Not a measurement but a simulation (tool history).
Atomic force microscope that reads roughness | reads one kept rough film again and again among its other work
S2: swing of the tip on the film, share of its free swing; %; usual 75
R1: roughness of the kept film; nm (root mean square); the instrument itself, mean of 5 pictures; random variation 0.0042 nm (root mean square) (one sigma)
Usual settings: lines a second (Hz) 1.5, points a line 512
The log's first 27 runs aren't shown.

-- hour=508.5 new tip fitted
run 28 hour=515.8 | lines_a_second_(Hz)=3.09 S2=67 points_a_line=977 | R1=0.581
run 29 hour=538.2 | lines_a_second_(Hz)=0.81 S2=60 points_a_line=396 | R1=0.63
-- hour=547.3 new tip fitted
run 30 hour=558.7 | lines_a_second_(Hz)=0.81 S2=60 points_a_line=396 | R1=0.65
run 31 hour=578.4 | lines_a_second_(Hz)=0.59 S2=78 points_a_line=396 | R1=0.622
-- hour=586.4 new tip fitted
run 32 hour=598.5 | lines_a_second_(Hz)=1.94 S2=75 points_a_line=278 | R1=0.58
-- hour=601.7 height scale calibrated on a step standard
run 33 hour=614.9 | lines_a_second_(Hz)=1.26 S2=73 points_a_line=846 | R1=0.614
-- hour=628.6 new tip fitted
run 34 hour=639 | lines_a_second_(Hz)=1.94 S2=73 points_a_line=287 | R1=0.583
run 35 hour=651.2 | lines_a_second_(Hz)=1.94 S2=73 points_a_line=287 | R1=0.578
-- hour=668 new tip fitted
run 36 hour=674.3 | lines_a_second_(Hz)=2.93 S2=73 points_a_line=964 | R1=0.566
run 37 hour=687.6 | lines_a_second_(Hz)=1.27 S2=73 points_a_line=964 | R1=0.604
-- hour=700.3 height scale calibrated on a step standard, once more
-- hour=708.2 new tip fitted
run 38 hour=715.5 | lines_a_second_(Hz)=0.9 S2=56 points_a_line=964 | R1=0.657
run 39 hour=730.5 | lines_a_second_(Hz)=2.15 S2=75 points_a_line=558 | R1=0.571
-- hour=747.6 new tip fitted
run 40 hour=749.1 | lines_a_second_(Hz)=0.59 S2=65 points_a_line=871 | R1=0.658
run 41 hour=764.2 | lines_a_second_(Hz)=0.7 S2=75 points_a_line=806 | R1=0.623
-- hour=787.3 new tip fitted
run 42 hour=787.7 | lines_a_second_(Hz)=0.7 S2=75 points_a_line=806 | R1=0.643
run 43 hour=812.4 | lines_a_second_(Hz)=0.7 S2=75 points_a_line=806 | R1=0.635
-- hour=828.1 new tip fitted
run 44 hour=835 | lines_a_second_(Hz)=0.7 S2=75 points_a_line=806 | R1=0.637
run 45 hour=854 | lines_a_second_(Hz)=0.7 S2=75 points_a_line=806 | R1=0.62

Forecast each of these 4 alternatives for the next run:
-- hour=867.7 new tip fitted
run A hour=873.5 | lines_a_second_(Hz)=1.35 S2=69 points_a_line=307 | R1=?
-- hour=867.7 new tip fitted
run B hour=873.5 | lines_a_second_(Hz)=0.52 S2=75 points_a_line=806 | R1=?
-- hour=867.7 new tip fitted
run C hour=873.5 | lines_a_second_(Hz)=1.14 S2=78 points_a_line=555 | R1=?
-- hour=867.7 new tip fitted
run D hour=873.5 | lines_a_second_(Hz)=0.7 S2=75 points_a_line=747 | R1=?

run=A R1=0.621
run=B R1=0.638
run=C R1=0.608
run=D R1=0.635
Without the tool's hidden state the same runs would have given:
run=A R1=0.626
run=B R1=0.644
run=C R1=0.613
run=D R1=0.64

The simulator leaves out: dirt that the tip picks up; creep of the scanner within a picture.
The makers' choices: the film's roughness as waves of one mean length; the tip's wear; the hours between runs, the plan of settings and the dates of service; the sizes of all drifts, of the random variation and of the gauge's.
